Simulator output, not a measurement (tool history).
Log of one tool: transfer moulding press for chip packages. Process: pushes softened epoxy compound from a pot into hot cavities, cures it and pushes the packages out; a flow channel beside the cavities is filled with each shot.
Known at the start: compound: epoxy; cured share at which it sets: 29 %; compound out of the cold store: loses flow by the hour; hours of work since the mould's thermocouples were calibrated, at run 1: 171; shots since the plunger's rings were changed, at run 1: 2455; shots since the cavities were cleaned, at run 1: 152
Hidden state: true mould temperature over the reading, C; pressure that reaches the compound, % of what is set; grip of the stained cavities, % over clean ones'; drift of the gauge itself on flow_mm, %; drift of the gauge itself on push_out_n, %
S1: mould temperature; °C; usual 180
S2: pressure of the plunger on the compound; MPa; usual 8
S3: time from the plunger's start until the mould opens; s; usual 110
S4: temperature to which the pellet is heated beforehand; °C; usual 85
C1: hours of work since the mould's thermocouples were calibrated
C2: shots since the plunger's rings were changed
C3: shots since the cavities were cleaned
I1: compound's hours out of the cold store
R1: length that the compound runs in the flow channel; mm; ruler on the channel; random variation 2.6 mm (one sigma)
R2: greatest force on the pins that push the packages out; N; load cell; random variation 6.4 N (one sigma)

run	hour	S1	S2	S3	S4	C1	C2	C3	I1	R1	R2
1	0	180	8	110	85	171	2455	152	46.2	574	242
2	20.7	180	8	110	85	186	2711	408	28.6	651	253
3	37.3	180	8	110	85	198	2916	613	16.8	702	249
# hour 46.6: cavities cleaned with cleaning compound and waxed
4	55.2	180	8	110	85	210	3118	106	36.3	615	245
5	71.8	180	8	110	85	222	3324	312	18	692	259
6	82.2	176	8	110	85	230	3452	440	12.2	732	288
# hour 105.9: cavities cleaned with cleaning compound and waxed
7	105.9	177	8	110	85	247	3726	0	31.4	639	265
8	129.2	180	8	110	85	264	4015	289	33.1	627	247
9	150.7	175	8	110	85	280	4280	554	47	579	282
# hour 166: cavities cleaned with cleaning compound and waxed
10	176.4	175	8	110	85	298	4579	128	15.8	716	305
11	196	175	8	110	85	312	4821	370	40.2	605	266
12	215.6	180	8	127	85	327	5064	613	8.7	737	240
# hour 225.9: plunger's sealing rings changed
# hour 227.4: cavities cleaned with cleaning compound and waxed
13	235.1	180	8	110	80	338	95	95	34.6	618	234
14	248.9	180	8	110	85	348	266	266	47.4	570	231
15	260	174	8	150	85	356	402	402	29.2	653	214
16	274.8	173	8.98	140	94	367	585	585	21.9	728	240
# hour 286.6: cavities cleaned with cleaning compound and waxed
17	289.4	173	8.98	140	94	377	747	35	15.5	764	227
18	305.2	173	8.98	140	94	389	942	230	24.6	720	247
19	327.6	172	8.8	110	79	405	1219	507	15.1	762	359
20	337.6	185	7.46	102	86	413	1342	630	30.9	605	221
# hour 345.8: cavities cleaned with cleaning compound and waxed
21	351.7	176	6.39	96	85	422	1498	73	43	528	340
22	370.1	185	6.81	110	85	435	1726	301	11.5	660	234
23	387.6	180	9.44	110	85	448	1942	517	47.3	616	249
# hour 404.7: cavities cleaned with cleaning compound and waxed
24	412.7	180	6.45	110	93	466	2234	100	22.5	598	240
25	426	185	6.98	92	86	476	2398	264	41.1	548	253
26	437.9	185	6.98	92	86	484	2546	412	19.2	629	256
27	459	185	6.98	92	86	500	2807	673	12.5	665	258
# hour 465.2: cavities cleaned with cleaning compound and waxed
28	471.1	185	9.96	110	85	508	2937	73	21.9	743	231

Hidden state at the last listed run before each entry between runs and at the first one after, where it differs:
Between runs 3 and 4: cavities cleaned with cleaning compound and waxed (hour 46.6)
  pressure that reaches the compound, % of what is set: 99.88 -> 99.87; grip of the stained cavities, % over clean ones': 0.9 -> 0.2
Between runs 6 and 7: cavities cleaned with cleaning compound and waxed (hour 105.9)
  pressure that reaches the compound, % of what is set: 99.85 -> 99.84; grip of the stained cavities, % over clean ones': 0.7 -> 0
Between runs 9 and 10: cavities cleaned with cleaning compound and waxed (hour 166)
  pressure that reaches the compound, % of what is set: 99.82 -> 99.8; grip of the stained cavities, % over clean ones': 0.8 -> 0.3
Between runs 12 and 13: plunger's sealing rings changed (hour 225.9); cavities cleaned with cleaning compound and waxed (hour 227.4)
  pressure that reaches the compound, % of what is set: 99.78 -> 99.99; grip of the stained cavities, % over clean ones': 0.9 -> 0.2
Between runs 16 and 17: cavities cleaned with cleaning compound and waxed (hour 286.6)
  pressure that reaches the compound, % of what is set: 99.97 -> 99.96; grip of the stained cavities, % over clean ones': 0.9 -> 0.1
Between runs 20 and 21: cavities cleaned with cleaning compound and waxed (hour 345.8)
  pressure that reaches the compound, % of what is set: 99.94 -> 99.93; grip of the stained cavities, % over clean ones': 0.9 -> 0.1
Between runs 23 and 24: cavities cleaned with cleaning compound and waxed (hour 404.7)
  pressure that reaches the compound, % of what is set: 99.91 -> 99.9; grip of the stained cavities, % over clean ones': 0.7 -> 0.2
Between runs 27 and 28: cavities cleaned with cleaning compound and waxed (hour 465.2)
  grip of the stained cavities, % over clean ones': 0.9 -> 0.2
